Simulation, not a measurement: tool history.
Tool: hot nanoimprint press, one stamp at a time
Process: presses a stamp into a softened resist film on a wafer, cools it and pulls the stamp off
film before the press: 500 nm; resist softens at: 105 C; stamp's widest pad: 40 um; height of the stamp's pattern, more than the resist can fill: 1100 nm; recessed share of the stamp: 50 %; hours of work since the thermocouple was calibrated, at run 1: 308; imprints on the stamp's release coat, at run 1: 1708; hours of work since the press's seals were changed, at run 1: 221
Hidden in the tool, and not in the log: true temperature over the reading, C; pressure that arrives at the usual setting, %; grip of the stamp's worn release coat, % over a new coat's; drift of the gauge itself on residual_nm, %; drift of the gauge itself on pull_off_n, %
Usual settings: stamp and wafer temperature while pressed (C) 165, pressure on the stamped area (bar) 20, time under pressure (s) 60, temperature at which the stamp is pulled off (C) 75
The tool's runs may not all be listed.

run,day,stamp and wafer temperature while pressed (C),pressure on the stamped area (bar),time under pressure (s),temperature at which the stamp is pulled off (C),hours of work since the thermocouple was calibrated,imprints on the stamp's release coat,hours of work since the press's seals were changed,resist left under the stamp's widest pad (Å),greatest force while the stamp is pulled off (N)
1,0,165,20,60,75,308,1708,221,2281,283
2,1.108,165,20,60,75,324,1799,238,2277,301
3,2.825,165,20,60,75,350,1938,263,2260,294
4,4.854,165,20,60,75,379,2103,293,2237,307
5,6.629,165,16,60,75,406,2248,319,2407,333
# day 7.996: stamp cleaned and given a new release coat
6,8.517,165,16,60,75,430,42,343,2414,208
7,9.688,165,16,60,75,447,138,360,2404,203
8,11.188,155,20,60,75,469,260,382,3645,214
9,12.25,170,20,60,75,484,346,397,1625,216
10,14.688,173,20,60,75,520,544,433,1359,217
# day 15.808: plate thermocouple calibrated
11,17,173,20,60,75,17,722,465,1266,223
12,18.704,173,20,60,75,43,861,490,1259,234
13,20.154,173,20,60,75,64,978,512,1269,240
# day 20.679: plate thermocouple calibrated, once more
14,22.392,165,20,60,75,25,1150,543,2435,281
15,23.808,165,20,60,75,46,1266,563,2454,281
16,25.65,165,20,60,75,73,1415,590,2475,288
17,27.104,165,20,32,75,94,1533,612,3031,296
18,29.121,165,31.3,60,75,124,1697,641,2032,293
19,31.25,165,16.4,91,75,155,1871,673,2211,302
20,32.908,165,29.5,32,79,179,2006,697,2616,279
21,35.054,165,14.5,99,75,211,2180,728,2234,321
# day 37.296: stamp cleaned and given a new release coat
22,37.312,165,20.3,99,73,240,1,758,1919,216
23,38.812,160,25.8,119,75,262,123,780,2165,213
24,40.779,160,25.8,119,75,291,283,809,2163,219
25,43.158,160,25.8,119,75,326,477,844,2119,221
26,44.217,165,20,60,77,342,563,859,2300,214
27,45.983,165,20,60,77,368,706,885,2263,223
28,48.208,165,20,66,75,400,887,918,2182,253
29,49.862,166,20,60,75,424,1022,942,2121,258
30,50.896,166,24.1,60,75,440,1106,957,1951,248

Measured less the same run without the tool's hidden state. The same run-to-run variation is in both; the gauge's scatter may not be:
run,resist left under the stamp's widest pad (Å),greatest force while the stamp is pulled off (N)
1,-167,+79
2,-176,+87
3,-189,+89
4,-208,+99
5,-230,+112
6,-247,-7
7,-258,-3
8,-285,+2
9,-207,+7
10,-186,+14
11,-275,+16
12,-285,+23
13,-292,+28
14,+36,+64
15,+24,+68
16,+8,+76
17,-4,+82
18,-13,+86
19,-44,+95
20,-50,+92
21,-80,+110
22,-85,-4
23,-111,+2
24,-130,+9
25,-149,+18
26,-155,+20
27,-169,+27
28,-187,+38
29,-194,+44
30,-190,+45
